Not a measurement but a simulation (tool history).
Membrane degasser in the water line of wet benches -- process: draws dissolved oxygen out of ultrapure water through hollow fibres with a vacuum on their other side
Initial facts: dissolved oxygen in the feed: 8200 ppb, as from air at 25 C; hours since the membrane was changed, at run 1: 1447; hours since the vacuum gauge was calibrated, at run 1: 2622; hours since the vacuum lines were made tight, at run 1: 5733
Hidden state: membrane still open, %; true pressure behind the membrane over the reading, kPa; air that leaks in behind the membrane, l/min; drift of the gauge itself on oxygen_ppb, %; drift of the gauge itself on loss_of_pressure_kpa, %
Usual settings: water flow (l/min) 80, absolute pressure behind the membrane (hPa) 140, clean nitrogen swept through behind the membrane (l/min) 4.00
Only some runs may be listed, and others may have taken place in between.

run	hour	water flow (l/min)	absolute pressure behind the membrane (hPa)	clean nitrogen swept through behind the membrane (l/min)	hours since the membrane was changed	hours since the vacuum gauge was calibrated	hours since the vacuum lines were made tight	dissolved oxygen in the water behind the degasser (ppb)	pressure that the water loses in the fibres (hPa)
1	0.0	80	140	4.00	1447	2622	5733	470.7	367.0
2	34.6	80	140	4.00	1481	2657	5768	468.4	367.1
3	75.2	88	140	4.00	1522	2697	5809	510.2	404.1
4	129.2	80	140	4.00	1576	2751	5863	470.3	364.5
5	173.0	80	140	4.00	1620	2795	5906	471.0	365.5
6	204.8	80	140	4.00	1652	2827	5938	470.2	367.6
7	263.9	80	140	4.00	1711	2886	5997	467.1	366.9
8	329.9	76	140	4.00	1777	2952	6063	449.3	347.6
9	364.5	98	140	4.00	1811	2987	6098	560.0	453.7
10	415.3	98	140	4.00	1862	3038	6149	562.0	449.3
11	473.5	64	140	4.00	1920	3096	6207	385.5	289.4
12	531.3	64	140	4.00	1978	3153	6265	384.6	292.3
13	593.5	117	140	2.54	2040	3216	6327	912.7	535.4
14	642.2	80	140	3.07	2089	3264	6376	581.0	371.7
# hour 648.1: vacuum gauge calibrated
15	673.3	63	86	6.16	2120	25	6406	134.6	292.8
16	729.3	63	86	11.23	2176	81	6462	78.8	287.5
17	765.8	63	86	11.23	2212	118	6499	78.9	289.7
18	792.9	63	86	11.23	2239	145	6526	78.7	290.6
19	857.6	54	140	6.73	2304	210	6591	207.6	249.4
20	917.6	54	140	6.73	2364	270	6651	207.4	246.6
21	966.1	53	228	3.07	2412	318	6699	712.9	241.9
# hour 978.1: vacuum gauge calibrated, once more
22	1023.6	86	251	3.40	2469	45	6756	1075.2	392.5

Forecast each of these 5 alternatives for the next run:
A	1067.9	86	251	3.19	2514	90	6800	?	?
B	1067.9	95	251	2.20	2514	90	6800	?	?
C	1067.9	59	237	3.34	2514	90	6800	?	?
D	1067.9	86	251	6.74	2514	90	6800	?	?
E	1067.9	101	275	11.99	2514	90	6800	?	?

run	dissolved oxygen in the water behind the degasser (ppb)	pressure that the water loses in the fibres (hPa)
A	1129.6	397.5
B	1578.9	434.6
C	756.5	274.5
D	619.0	399.5
E	483.5	464.5
Without the tool's unlogged condition, the same runs would have read:
run	dissolved oxygen in the water behind the degasser (ppb)	pressure that the water loses in the fibres (hPa)
A	1127.6	392.5
B	1578.8	429.1
C	753.6	271.0
D	616.5	394.5
E	480.9	458.7

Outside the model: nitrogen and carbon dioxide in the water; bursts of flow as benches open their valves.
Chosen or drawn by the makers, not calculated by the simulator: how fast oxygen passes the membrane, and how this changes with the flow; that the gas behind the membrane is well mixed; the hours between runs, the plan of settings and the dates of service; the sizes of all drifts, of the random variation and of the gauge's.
